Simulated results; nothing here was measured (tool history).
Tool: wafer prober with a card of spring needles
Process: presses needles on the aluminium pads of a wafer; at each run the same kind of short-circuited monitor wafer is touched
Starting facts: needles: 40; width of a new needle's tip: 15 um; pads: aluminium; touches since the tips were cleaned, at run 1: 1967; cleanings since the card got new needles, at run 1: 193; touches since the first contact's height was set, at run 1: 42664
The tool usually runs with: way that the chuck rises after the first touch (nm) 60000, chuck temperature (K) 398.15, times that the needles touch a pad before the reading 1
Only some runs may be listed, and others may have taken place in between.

run    hour  way that the chuck rises after the first touch (nm)  chuck temperature (K)  times that the needles touch a pad before the reading  touches since the tips were cleaned  cleanings since the card got new needles  touches since the first contact's height was set  resistance of one needle with its contact and lead (mohm)  way that a needle slides on the pad (nm)
  1       0                                                60000                 398.15                                                      1                                 1967                                       193                                             42664                                                        482                                     10460
        8.9  -- tips cleaned on abrasive film
       23.9  -- tips cleaned on abrasive film
         36  -- tips cleaned on abrasive film
       50.7  -- tips cleaned on abrasive film
  2    51.2                                                60000                 398.15                                                      1                                  264                                       197                                             69184                                                        372                                     10330
       63.3  -- tips cleaned on abrasive film
       63.6  -- height of the first contact set anew
       75.6  -- tips cleaned on abrasive film
       90.6  -- tips cleaned on abrasive film
      105.7  -- tips cleaned on abrasive film
  3   105.7                                                60000                 398.15                                                      1                                   28                                       201                                             21874                                                        313                                     10570
      117.8  -- tips cleaned on abrasive film
      132.7  -- tips cleaned on abrasive film
      147.8  -- tips cleaned on abrasive film
  4   150.1                                                60000                 398.15                                                      1                                 1218                                       204                                             44903                                                        465                                     10430
      162.2  -- tips cleaned on abrasive film
      177.3  -- tips cleaned on abrasive film
  5   183.8                                                60000                 398.15                                                      2                                 3400                                       206                                             62391                                                        461                                     10460
      189.9  -- tips cleaned on abrasive film
      204.8  -- tips cleaned on abrasive film
      208.1  -- height of the first contact set anew
      220.2  -- tips cleaned on abrasive film
      229.3  -- tips cleaned on abrasive film, once more
  6   237.3                                                60000                 398.15                                                      3                                 4178                                       210                                             15135                                                        409                                     10510
      243.4  -- tips cleaned on abrasive film
      258.5  -- tips cleaned on abrasive film
      273.5  -- tips cleaned on abrasive film
      288.6  -- tips cleaned on abrasive film
        302  -- tips cleaned on abrasive film
  7     302                                                80000                 398.15                                                      1                                    0                                       215                                             48672                                                        310                                     13930
      317.1  -- tips cleaned on abrasive film
      332.1  -- tips cleaned on abrasive film
      344.2  -- tips cleaned on abrasive film
      353.2  -- height of the first contact set anew
  8   353.2                                                80000                 398.15                                                      1                                 4550                                       218                                                 0                                                        470                                     14050
      359.2  -- tips cleaned on abrasive film
      374.2  -- tips cleaned on abrasive film
      389.2  -- tips cleaned on abrasive film
  9     399                                                80000                 398.15                                                      1                                 5117                                       221                                             23767                                                        488                                     14090
      402.1  -- tips cleaned on abrasive film
      417.2  -- tips cleaned on abrasive film
      432.3  -- tips cleaned on abrasive film
      446.6  -- tips cleaned on abrasive film
 10   446.6                                                60000                 398.15                                                      1                                    0                                       225                                             48410                                                        329                                     10480
      458.7  -- tips cleaned on abrasive film
      473.8  -- tips cleaned on abrasive film
      488.9  -- tips cleaned on abrasive film
      498.1  -- height of the first contact set anew
      504.2  -- tips cleaned on abrasive film
 11   514.7                                                60000                 398.15                                                      1                                 5482                                       229                                              8613                                                        636                                     10550
      517.8  -- tips cleaned on abrasive film
      532.9  -- tips cleaned on abrasive film
      547.9  -- tips cleaned on abrasive film
        563  -- tips cleaned on abrasive film
      577.9  -- tips cleaned on abrasive film
 12   583.3                                                60000                 398.15                                                      2                                 2809                                       234                                             44158                                                        458                                     10410
      592.4  -- tips cleaned on abrasive film
      607.4  -- tips cleaned on abrasive film
      622.5  -- tips cleaned on abrasive film
      637.4  -- tips cleaned on abrasive film
 13   639.8                                                60000                 398.15                                                      2                                 1264                                       238                                             73465                                                        421                                     10380
      643.1  -- height of the first contact set anew
      652.1  -- tips cleaned on abrasive film
      667.1  -- tips cleaned on abrasive film
      679.2  -- tips cleaned on abrasive film
 14   679.2                                                69000                 353.15                                                      3                                    0                                       241                                             18739                                                        284                                     12110
      694.3  -- tips cleaned on abrasive film
      709.4  -- tips cleaned on abrasive film
      721.5  -- tips cleaned on abrasive film
 15   728.7                                                69000                 353.15                                                      3                                 3750                                       244                                             44399                                                        374                                     12080
      734.7  -- tips cleaned on abrasive film
      746.8  -- tips cleaned on abrasive film
      761.8  -- tips cleaned on abrasive film
      776.8  -- tips cleaned on abrasive film
 16   780.7                                                69000                 353.15                                                      3                                 2025                                       248                                             71367                                                        365                                     12000
        787  -- height of the first contact set anew
      790.1  -- tips cleaned on abrasive film
      805.1  -- tips cleaned on abrasive film
 17   812.8                                                41000                 353.15                                                      3                                 3992                                       250                                             13383                                                        559                                      7180
      818.9  -- tips cleaned on abrasive film
        834  -- tips cleaned on abrasive film
        849  -- tips cleaned on abrasive film
      864.1  -- tips cleaned on abrasive film
      876.2  -- tips cleaned on abrasive film
 18   876.2                                                70000                 378.15                                                      2                                    0                                       255                                             46266                                                        304                                     12190
      888.4  -- tips cleaned on abrasive film
      903.5  -- tips cleaned on abrasive film
      918.4  -- tips cleaned on abrasive film
      930.5  -- tips cleaned on abrasive film
      930.8  -- height of the first contact set anew
 19   934.3                                                46000                 302.15                                                      1                                 1860                                       259                                              1860                                                        736                                      8100
      943.4  -- tips cleaned on abrasive film
      958.5  -- tips cleaned on abrasive film
      973.5  -- tips cleaned on abrasive film
 20   979.4                                                45000                 398.15                                                      1                                 3070                                       262                                             25226                                                        848                                      7870
      988.4  -- tips cleaned on abrasive film
     1000.5  -- tips cleaned on abrasive film
     1015.6  -- tips cleaned on abrasive film
     1030.7  -- tips cleaned on abrasive film
 21  1036.5                                                45000                 398.15                                                      1                                 3036                                       266                                             54872                                                        808                                      7800
     1045.6  -- tips cleaned on abrasive film
     1060.4  -- tips cleaned on abrasive film
     1075.5  -- tips cleaned on abrasive film
     1075.8  -- height of the first contact set anew
     1090.6  -- tips cleaned on abrasive film
 22  1090.6                                                49000                 398.15                                                      2                                    0                                       270                                              7724                                                        338                                      8660
     1105.7  -- tips cleaned on abrasive film
     1120.8  -- tips cleaned on abrasive film
     1135.9  -- tips cleaned on abrasive film
       1151  -- tips cleaned on abrasive film
 23  1152.8                                                43000                 347.15                                                      2                                  963                                       274                                             39993                                                        551                                      7510
     1164.9  -- tips cleaned on abrasive film
       1177  -- tips cleaned on abrasive film
 24  1182.1                                                43000                 347.15                                                      2                                 2664                                       276                                             55180                                                        719                                      7440
     1191.1  -- tips cleaned on abrasive film
     1206.1  -- tips cleaned on abrasive film
     1221.1  -- tips cleaned on abrasive film
     1221.4  -- height of the first contact set anew
     1236.5  -- tips cleaned on abrasive film
 25  1236.8                                                60000                 336.15                                                      1                                  132                                       280                                              7959                                                        337                                     10470

Hidden state at the last listed run before each entry between runs and at the first one after, where it differs:
From run 1 to run 2: tips cleaned on abrasive film (hour 8.9); tips cleaned on abrasive film (hour 23.9); tips cleaned on abrasive film (hour 36); tips cleaned on abrasive film (hour 50.7)
  debris on the tips, nm: 113.4 -> 34.9; way that the needles fall short of the set height, um: 0.63 -> 1.42; tips' diameter, um: 22.49 -> 25.43
  measured value less the no-hidden-state value, resistance of one needle with its contact and lead (mohm): +195 -> +84; way that a needle slides on the pad (nm): -110 -> -250
From run 2 to run 3: tips cleaned on abrasive film (hour 63.3); height of the first contact set anew (hour 63.6); tips cleaned on abrasive film (hour 75.6); tips cleaned on abrasive film (hour 90.6); tips cleaned on abrasive film (hour 105.7)
  debris on the tips, nm: 34.9 -> 9.5; way that the needles fall short of the set height, um: 1.42 -> 0.37; tips' diameter, um: 25.43 -> 25.61
  measured value less the no-hidden-state value, resistance of one needle with its contact and lead (mohm): +84 -> +30; way that a needle slides on the pad (nm): -250 -> -70
From run 3 to run 4: tips cleaned on abrasive film (hour 117.8); tips cleaned on abrasive film (hour 132.7); tips cleaned on abrasive film (hour 147.8)
  debris on the tips, nm: 9.5 -> 80.5; way that the needles fall short of the set height, um: 0.37 -> 0.66; tips' diameter, um: 25.61 -> 25.71
  measured value less the no-hidden-state value, resistance of one needle with its contact and lead (mohm): +30 -> +179; way that a needle slides on the pad (nm): -70 -> -120
From run 4 to run 5: tips cleaned on abrasive film (hour 162.2); tips cleaned on abrasive film (hour 177.3)
  debris on the tips, nm: 80.5 -> 129.3; way that the needles fall short of the set height, um: 0.66 -> 0.87; tips' diameter, um: 25.71 -> 25.79
  measured value less the no-hidden-state value, resistance of one needle with its contact and lead (mohm): +179 -> +174; way that a needle slides on the pad (nm): -120 -> -150
From run 5 to run 6: tips cleaned on abrasive film (hour 189.9); tips cleaned on abrasive film (hour 204.8); height of the first contact set anew (hour 208.1); tips cleaned on abrasive film (hour 220.2); tips cleaned on abrasive film, once more (hour 229.3)
  debris on the tips, nm: 129.3 -> 144; way that the needles fall short of the set height, um: 0.87 -> 0.22; tips' diameter, um: 25.79 -> 25.95
  measured value less the no-hidden-state value, resistance of one needle with its contact and lead (mohm): +174 -> +120; way that a needle slides on the pad (nm): -150 -> -40
From run 6 to run 7: tips cleaned on abrasive film (hour 243.4); tips cleaned on abrasive film (hour 258.5); tips cleaned on abrasive film (hour 273.5); tips cleaned on abrasive film (hour 288.6); tips cleaned on abrasive film (hour 302)
  debris on the tips, nm: 144 -> 16; way that the needles fall short of the set height, um: 0.22 -> 0.85; tips' diameter, um: 25.95 -> 26.17
  measured value less the no-hidden-state value, resistance of one needle with its contact and lead (mohm): +120 -> +28; way that a needle slides on the pad (nm): -40 -> -140
From run 7 to run 8: tips cleaned on abrasive film (hour 317.1); tips cleaned on abrasive film (hour 332.1); tips cleaned on abrasive film (hour 344.2); height of the first contact set anew (hour 353.2)
  debris on the tips, nm: 16 -> 138.9; way that the needles fall short of the set height, um: 0.85 -> 0; tips' diameter, um: 26.17 -> 26.26
  measured value less the no-hidden-state value, resistance of one needle with its contact and lead (mohm): +28 -> +183; way that a needle slides on the pad (nm): -140 -> +0
From run 8 to run 9: tips cleaned on abrasive film (hour 359.2); tips cleaned on abrasive film (hour 374.2); tips cleaned on abrasive film (hour 389.2)
  debris on the tips, nm: 138.9 -> 150.9; way that the needles fall short of the set height, um: 0 -> 0.31; tips' diameter, um: 26.26 -> 26.37
  measured value less the no-hidden-state value, resistance of one needle with its contact and lead (mohm): +183 -> +201; way that a needle slides on the pad (nm): +0 -> -60
From run 9 to run 10: tips cleaned on abrasive film (hour 402.1); tips cleaned on abrasive film (hour 417.2); tips cleaned on abrasive film (hour 432.3); tips cleaned on abrasive film (hour 446.6)
  debris on the tips, nm: 150.9 -> 14.8; way that the needles fall short of the set height, um: 0.31 -> 0.77; tips' diameter, um: 26.37 -> 26.53
  measured value less the no-hidden-state value, resistance of one needle with its contact and lead (mohm): +201 -> +43; way that a needle slides on the pad (nm): -60 -> -140
From run 10 to run 11: tips cleaned on abrasive film (hour 458.7); tips cleaned on abrasive film (hour 473.8); tips cleaned on abrasive film (hour 488.9); height of the first contact set anew (hour 498.1); tips cleaned on abrasive film (hour 504.2)
  debris on the tips, nm: 14.8 -> 150.3; way that the needles fall short of the set height, um: 0.77 -> 0.12; tips' diameter, um: 26.53 -> 26.67
  measured value less the no-hidden-state value, resistance of one needle with its contact and lead (mohm): +43 -> +346; way that a needle slides on the pad (nm): -140 -> -20
From run 11 to run 12: tips cleaned on abrasive film (hour 517.8); tips cleaned on abrasive film (hour 532.9); tips cleaned on abrasive film (hour 547.9); tips cleaned on abrasive film (hour 563); tips cleaned on abrasive film (hour 577.9)
  debris on the tips, nm: 150.3 -> 120.7; way that the needles fall short of the set height, um: 0.12 -> 0.65; tips' diameter, um: 26.67 -> 26.86
  measured value less the no-hidden-state value, resistance of one needle with its contact and lead (mohm): +346 -> +174; way that a needle slides on the pad (nm): -20 -> -110
From run 12 to run 13: tips cleaned on abrasive film (hour 592.4); tips cleaned on abrasive film (hour 607.4); tips cleaned on abrasive film (hour 622.5); tips cleaned on abrasive film (hour 637.4)
  debris on the tips, nm: 120.7 -> 87.6; way that the needles fall short of the set height, um: 0.65 -> 1.09; tips' diameter, um: 26.86 -> 27.01
  measured value less the no-hidden-state value, resistance of one needle with its contact and lead (mohm): +174 -> +134; way that a needle slides on the pad (nm): -110 -> -190
From run 13 to run 14: height of the first contact set anew (hour 643.1); tips cleaned on abrasive film (hour 652.1); tips cleaned on abrasive film (hour 667.1); tips cleaned on abrasive film (hour 679.2)
  debris on the tips, nm: 87.6 -> 6.5; way that the needles fall short of the set height, um: 1.09 -> 0.35; tips' diameter, um: 27.01 -> 27.13
  measured value less the no-hidden-state value, resistance of one needle with its contact and lead (mohm): +134 -> +13; way that a needle slides on the pad (nm): -190 -> -60
From run 14 to run 15: tips cleaned on abrasive film (hour 694.3); tips cleaned on abrasive film (hour 709.4); tips cleaned on abrasive film (hour 721.5)
  debris on the tips, nm: 6.5 -> 130.5; way that the needles fall short of the set height, um: 0.35 -> 0.7; tips' diameter, um: 27.13 -> 27.26
  measured value less the no-hidden-state value, resistance of one needle with its contact and lead (mohm): +13 -> +101; way that a needle slides on the pad (nm): -60 -> -120
From run 15 to run 16: tips cleaned on abrasive film (hour 734.7); tips cleaned on abrasive film (hour 746.8); tips cleaned on abrasive film (hour 761.8); tips cleaned on abrasive film (hour 776.8)
  debris on the tips, nm: 130.5 -> 115.7; way that the needles fall short of the set height, um: 0.7 -> 1.08; tips' diameter, um: 27.26 -> 27.39
  measured value less the no-hidden-state value, resistance of one needle with its contact and lead (mohm): +101 -> +91; way that a needle slides on the pad (nm): -120 -> -190
From run 16 to run 17: height of the first contact set anew (hour 787); tips cleaned on abrasive film (hour 790.1); tips cleaned on abrasive film (hour 805.1)
  debris on the tips, nm: 115.7 -> 139.3; way that the needles fall short of the set height, um: 1.08 -> 0.22; tips' diameter, um: 27.39 -> 27.47
  measured value less the no-hidden-state value, resistance of one needle with its contact and lead (mohm): +91 -> +278; way that a needle slides on the pad (nm): -190 -> -40
From run 17 to run 18: tips cleaned on abrasive film (hour 818.9); tips cleaned on abrasive film (hour 834); tips cleaned on abrasive film (hour 849); tips cleaned on abrasive film (hour 864.1); tips cleaned on abrasive film (hour 876.2)
  debris on the tips, nm: 139.3 -> 14.4; way that the needles fall short of the set height, um: 0.22 -> 0.78; tips' diameter, um: 27.47 -> 27.66
  measured value less the no-hidden-state value, resistance of one needle with its contact and lead (mohm): +278 -> +26; way that a needle slides on the pad (nm): -40 -> -130
From run 18 to run 19: tips cleaned on abrasive film (hour 888.4); tips cleaned on abrasive film (hour 903.5); tips cleaned on abrasive film (hour 918.4); tips cleaned on abrasive film (hour 930.5); height of the first contact set anew (hour 930.8)
  debris on the tips, nm: 14.4 -> 101.8; way that the needles fall short of the set height, um: 0.78 -> 0; tips' diameter, um: 27.66 -> 27.82
  measured value less the no-hidden-state value, resistance of one needle with its contact and lead (mohm): +26 -> +475; way that a needle slides on the pad (nm): -130 -> +0
From run 19 to run 20: tips cleaned on abrasive film (hour 943.4); tips cleaned on abrasive film (hour 958.5); tips cleaned on abrasive film (hour 973.5)
  debris on the tips, nm: 101.8 -> 129; way that the needles fall short of the set height, um: 0 -> 0.35; tips' diameter, um: 27.82 -> 27.94
  measured value less the no-hidden-state value, resistance of one needle with its contact and lead (mohm): +475 -> +556; way that a needle slides on the pad (nm): +0 -> -60
From run 20 to run 21: tips cleaned on abrasive film (hour 988.4); tips cleaned on abrasive film (hour 1000.5); tips cleaned on abrasive film (hour 1015.6); tips cleaned on abrasive film (hour 1030.7)
  debris on the tips, nm: 129 -> 118.5; way that the needles fall short of the set height, um: 0.35 -> 0.77; tips' diameter, um: 27.94 -> 28.08
  measured value less the no-hidden-state value, resistance of one needle with its contact and lead (mohm): +556 -> +521; way that a needle slides on the pad (nm): -60 -> -130
From run 21 to run 22: tips cleaned on abrasive film (hour 1045.6); tips cleaned on abrasive film (hour 1060.4); tips cleaned on abrasive film (hour 1075.5); height of the first contact set anew (hour 1075.8); tips cleaned on abrasive film (hour 1090.6)
  debris on the tips, nm: 118.5 -> 14.5; way that the needles fall short of the set height, um: 0.77 -> 0.09; tips' diameter, um: 28.08 -> 28.24
  measured value less the no-hidden-state value, resistance of one needle with its contact and lead (mohm): +521 -> +47; way that a needle slides on the pad (nm): -130 -> -20
From run 22 to run 23: tips cleaned on abrasive film (hour 1105.7); tips cleaned on abrasive film (hour 1120.8); tips cleaned on abrasive film (hour 1135.9); tips cleaned on abrasive film (hour 1151)
  debris on the tips, nm: 14.5 -> 81; way that the needles fall short of the set height, um: 0.09 -> 0.54; tips' diameter, um: 28.24 -> 28.4
  measured value less the no-hidden-state value, resistance of one needle with its contact and lead (mohm): +47 -> +271; way that a needle slides on the pad (nm): -20 -> -90
From run 23 to run 24: tips cleaned on abrasive film (hour 1164.9); tips cleaned on abrasive film (hour 1177)
  debris on the tips, nm: 81 -> 133.6; way that the needles fall short of the set height, um: 0.54 -> 0.77; tips' diameter, um: 28.4 -> 28.48
  measured value less the no-hidden-state value, resistance of one needle with its contact and lead (mohm): +271 -> +440; way that a needle slides on the pad (nm): -90 -> -130
From run 24 to run 25: tips cleaned on abrasive film (hour 1191.1); tips cleaned on abrasive film (hour 1206.1); tips cleaned on abrasive film (hour 1221.1); height of the first contact set anew (hour 1221.4); tips cleaned on abrasive film (hour 1236.5)
  debris on the tips, nm: 133.6 -> 20.5; way that the needles fall short of the set height, um: 0.77 -> 0.13; tips' diameter, um: 28.48 -> 28.65
  measured value less the no-hidden-state value, resistance of one needle with its contact and lead (mohm): +440 -> +69; way that a needle slides on the pad (nm): -130 -> -20
